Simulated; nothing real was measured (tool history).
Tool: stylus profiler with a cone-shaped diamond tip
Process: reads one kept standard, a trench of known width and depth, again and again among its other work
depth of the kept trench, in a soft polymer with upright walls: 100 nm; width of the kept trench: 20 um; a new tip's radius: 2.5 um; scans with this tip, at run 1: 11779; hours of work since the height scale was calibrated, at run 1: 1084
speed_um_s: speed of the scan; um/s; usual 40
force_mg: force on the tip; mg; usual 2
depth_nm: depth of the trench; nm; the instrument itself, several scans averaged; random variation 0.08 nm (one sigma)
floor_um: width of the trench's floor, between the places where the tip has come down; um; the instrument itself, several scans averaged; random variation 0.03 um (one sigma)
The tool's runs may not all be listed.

run	day	speed_um_s	force_mg	scans with this tip	hours of work since the height scale was calibrated	depth_nm	floor_um
1	0	40	2	11779	1084	101.37	18.24
2	1.638	40	2	11971	1101	101.27	18.24
3	3.567	40	1.06	12197	1122	100.76	18.19
4	4.704	40	1.06	12330	1134	100.7	18.19
5	6.292	40	2	12516	1152	101.33	18.31
6	7.862	40	2	12700	1168	101.17	18.3
7	9.254	40	2	12863	1183	101.37	18.31
8	11.271	40	1.6	13099	1205	101.11	18.27
9	12.883	19	2	13288	1223	101.41	18.41
10	14.358	19	3.49	13460	1238	102.06	18.5
11	17.054	40	1.19	13776	1267	100.89	18.21
12	18.4	40	1.19	13933	1282	101.09	18.22
13	20.45	40	1.19	14173	1304	100.9	18.28
14	22.146	40	1.19	14372	1322	101.03	18.19
15	24.162	40	1.19	14608	1344	100.8	18.27
16	25.308	40	1.19	14742	1356	100.99	18.23
17	26.562	40	2	14889	1370	101.41	18.35
18	28.733	40	2	15143	1393	101.44	18.28
19	30.362	40	2.08	15334	1411	101.3	18.31
20	32.033	40	2.52	15529	1429	101.61	18.31
21	33.721	40	2.52	15727	1447	101.57	18.36
# day 33.988: new tip fitted, height scale calibrated
22	34.967	40	1.14	115	11	100.83	18.28
23	37.308	25	3.38	389	36	101.93	18.47
24	39.171	27	3.78	607	56	102.01	18.48
25	41.492	27	3.78	879	81	101.96	18.48
26	42.892	140	2.19	1042	96	101.51	17.71
27	45.571	15	4.26	1356	125	102.31	18.49
28	48.033	78	4.77	1644	151	102.36	18.27
29	50.554	26	2.15	1939	178	101.47	18.43
30	53.012	26	2.15	2227	205	101.36	18.45
31	54.25	15	4.23	2372	218	102.2	18.46
32	55.962	15	4.23	2572	237	102.23	18.53
33	57.971	15	4.23	2808	258	102.3	18.57
34	60.75	54	2.47	3133	288	101.58	18.28
35	62.183	128	2	3300	304	101.35	17.78
36	63.329	11	1.83	3435	316	101.37	18.53
37	65.267	42	4.22	3661	337	102.31	18.33
38	67.317	35	5.07	3901	359	102.57	18.42
39	69.246	78	3.79	4127	380	102.1	18.19
40	70.65	45	3.85	4292	395	102.07	18.4
41	72.258	36	2	4480	412	101.3	18.3
42	74.479	19	0.77	4740	436	100.72	18.44
43	76.629	19	0.77	4992	459	100.69	18.4
44	77.95	12	1.36	5146	473	101.01	18.48

5 ways to go on from here, each from the tool as it stands after run 44. What would each give?
A	79.292	14	1.49	5303	488	?	?
B	79.292	12	2.05	5303	488	?	?
C	79.292	40	3.44	5303	488	?	?
D	79.292	10	1.93	5303	488	?	?
E	79.292	49	0.77	5303	488	?	?

run	depth_nm	floor_um
A	101.17	18.5
B	101.36	18.53
C	101.89	18.43
D	101.27	18.54
E	100.74	18.04
Without the tool's hidden state the same runs would have given:
run	depth_nm	floor_um
A	101.18	18.51
B	101.36	18.54
C	101.9	18.44
D	101.28	18.56
E	100.75	18.05
